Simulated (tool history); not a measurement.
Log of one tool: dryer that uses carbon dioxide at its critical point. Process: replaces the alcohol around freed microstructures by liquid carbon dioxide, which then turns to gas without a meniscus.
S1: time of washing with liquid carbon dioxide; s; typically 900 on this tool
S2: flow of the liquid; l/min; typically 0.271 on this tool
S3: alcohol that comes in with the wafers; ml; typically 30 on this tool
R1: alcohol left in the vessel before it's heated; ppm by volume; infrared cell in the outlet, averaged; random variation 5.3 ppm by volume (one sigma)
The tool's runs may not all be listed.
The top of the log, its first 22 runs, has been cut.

Run 23, hour 237.2: usual settings but S1 1260 s, S2 0.376 l/min, S3 20 ml. Result: R1 44 ppm by volume.
Run 24, hour 245.3: usual settings but S1 1260 s, S2 0.376 l/min, S3 20 ml. Result: R1 46 ppm by volume.
Run 25, hour 259.4: usual settings but S1 1260 s, S2 0.376 l/min, S3 42 ml. Result: R1 46 ppm by volume.
Run 26, hour 272.6: usual settings but S3 35 ml. Result: R1 330 ppm by volume.
Run 27, hour 282.9: usual settings but S1 600 s, S2 0.209 l/min, S3 45 ml. Result: R1 5475 ppm by volume.
Run 28, hour 292: usual settings but S1 600 s, S2 0.209 l/min, S3 45 ml. Result: R1 5518 ppm by volume.
Run 29, hour 304: usual settings but S1 1140 s, S2 0.199 l/min, S3 66 ml. Result: R1 904 ppm by volume.
Run 30, hour 318.2: usual settings but S1 1140 s, S2 0.199 l/min, S3 66 ml. Result: R1 909 ppm by volume.
Run 31, hour 324.9: usual settings but S2 0.332 l/min, S3 82 ml. Result: R1 284 ppm by volume.
Run 32, hour 334.9: usual settings but S2 0.332 l/min, S3 82 ml. Result: R1 294 ppm by volume.
Run 33, hour 344: usual settings but S2 0.185 l/min, S3 26 ml. Result: R1 1381 ppm by volume.
Run 34, hour 351.1: usual settings but S2 0.185 l/min, S3 26 ml. Result: R1 1418 ppm by volume.
Run 35, hour 357.7: usual settings but S1 1380 s, S2 0.185 l/min, S3 26 ml. Result: R1 257 ppm by volume.
Run 36, hour 368.7: usual settings but S1 660 s, S2 0.348 l/min, S3 95 ml. Result: R1 1511 ppm by volume.
Run 37, hour 380: usual settings but S1 960 s, S2 0.344 l/min, S3 49 ml. Result: R1 146 ppm by volume.
Run 38, hour 389.7: usual settings but S1 1200 s, S2 0.287 l/min, S3 24 ml. Result: R1 76 ppm by volume.
At hour 395.1: inlet filter changed.
Run 39, hour 404.2: usual settings but S1 720 s, S2 0.287 l/min, S3 24 ml. Result: R1 284 ppm by volume.
Run 40, hour 411.6: usual settings but S1 720 s, S2 0.287 l/min, S3 24 ml. Result: R1 308 ppm by volume.

Forecast each of these 4 alternatives for the next run:
Run A, hour 424.2: usual settings but S1 720 s. Result: R1 ?.
Run B, hour 424.2: usual settings but S2 0.259 l/min, S3 98 ml. Result: R1 ?.
Run C, hour 424.2: usual settings but S1 780 s, S2 0.315 l/min, S3 53 ml. Result: R1 ?.
Run D, hour 424.2: usual settings but S2 0.232 l/min. Result: R1 ?.

run   R1
  A  469
  B  584
  C  271
  D  345
With no hidden state in the tool, these same runs would have given:
run   R1
  A  395
  B  497
  C  208
  D  279
